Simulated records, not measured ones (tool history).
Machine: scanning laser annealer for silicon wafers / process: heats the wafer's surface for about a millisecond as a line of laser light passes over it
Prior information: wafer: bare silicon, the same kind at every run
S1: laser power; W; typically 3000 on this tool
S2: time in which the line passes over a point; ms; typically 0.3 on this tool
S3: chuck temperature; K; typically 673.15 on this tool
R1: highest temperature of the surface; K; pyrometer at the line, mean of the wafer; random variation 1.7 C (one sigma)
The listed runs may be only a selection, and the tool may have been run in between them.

run 1 hour=0 | S1=3000 S2=0.3 S3=673.15 | R1=1463.15
run 2 hour=56.6 | S1=3000 S2=0.235 S3=673.15 | R1=1371.15
run 3 hour=124.6 | S1=2688 S2=0.3 S3=673.15 | R1=1385.15
run 4 hour=190.4 | S1=2688 S2=0.3 S3=673.15 | R1=1385.15
run 5 hour=223.1 | S1=2688 S2=0.3 S3=673.15 | R1=1385.15
run 6 hour=257 | S1=2688 S2=0.3 S3=687.15 | R1=1400.15
run 7 hour=298.1 | S1=2904 S2=0.3 S3=687.15 | R1=1451.15
run 8 hour=340.8 | S1=2937 S2=0.3 S3=673.15 | R1=1443.15
run 9 hour=375.2 | S1=2645 S2=0.3 S3=673.15 | R1=1379.15
run 10 hour=430.1 | S1=2604 S2=0.3 S3=675.15 | R1=1370.15
-- hour=453.2 window over the wafer cleaned
run 11 hour=482.6 | S1=3150 S2=0.3 S3=675.15 | R1=1501.15
run 12 hour=549.6 | S1=2812 S2=0.234 S3=681.15 | R1=1336.15
run 13 hour=615.5 | S1=2560 S2=0.351 S3=681.15 | R1=1416.15
run 14 hour=658.6 | S1=2696 S2=0.238 S3=670.15 | R1=1308.15
run 15 hour=731.1 | S1=2815 S2=0.315 S3=646.15 | R1=1408.15
run 16 hour=783.4 | S1=2815 S2=0.315 S3=701.15 | R1=1463.15
run 17 hour=853.3 | S1=2815 S2=0.315 S3=701.15 | R1=1459.15

What if the next run were any one of these 5? Each begins from the tool's condition after run 17:
run A hour=893.1 | S1=3000 S2=0.274 S3=680.15 | R1=?
run B hour=893.1 | S1=2559 S2=0.27 S3=712.15 | R1=?
run C hour=893.1 | S1=3215 S2=0.315 S3=701.15 | R1=?
run D hour=893.1 | S1=3125 S2=0.299 S3=673.15 | R1=?
run E hour=893.1 | S1=3000 S2=0.288 S3=671.15 | R1=?

run=A R1=1433.15
run=B R1=1360.15
run=C R1=1562.15
run=D R1=1488.15
run=E R1=1444.15
With the hidden condition removed and each run's random variation left untouched, the same runs would have given:
run=A R1=1434.15
run=B R1=1360.15
run=C R1=1563.15
run=D R1=1488.15
run=E R1=1444.15

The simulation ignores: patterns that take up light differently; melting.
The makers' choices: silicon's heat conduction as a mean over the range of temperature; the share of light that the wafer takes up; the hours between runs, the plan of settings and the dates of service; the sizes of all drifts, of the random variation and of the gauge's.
